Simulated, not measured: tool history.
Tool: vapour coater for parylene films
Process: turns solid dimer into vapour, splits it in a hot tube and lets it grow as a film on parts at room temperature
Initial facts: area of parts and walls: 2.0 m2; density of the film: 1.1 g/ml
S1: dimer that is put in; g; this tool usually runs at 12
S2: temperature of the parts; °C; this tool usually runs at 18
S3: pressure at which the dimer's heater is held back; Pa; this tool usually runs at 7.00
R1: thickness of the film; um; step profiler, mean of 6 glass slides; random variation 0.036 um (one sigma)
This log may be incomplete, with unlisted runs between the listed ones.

run,day,S1,S2,S3,R1
1,0.000,12,18,7.00,3.46
2,0.833,12,18,7.00,3.46
3,2.442,12,18,7.00,3.44
4,3.788,12,18,7.00,3.46
5,5.167,15,18,7.00,4.29
6,6.758,12,18,3.19,3.71
# day 7.042: trap's valve overhauled
7,8.558,12,29,7.00,2.64
8,9.492,11,29,7.00,2.43

The next listed run, before its measurement:
9,10.625,7,18,4.32,?

{"run 9": {"R1": 2.32}}
Without the tool's hidden state the same run would have given R1 2.30 um.

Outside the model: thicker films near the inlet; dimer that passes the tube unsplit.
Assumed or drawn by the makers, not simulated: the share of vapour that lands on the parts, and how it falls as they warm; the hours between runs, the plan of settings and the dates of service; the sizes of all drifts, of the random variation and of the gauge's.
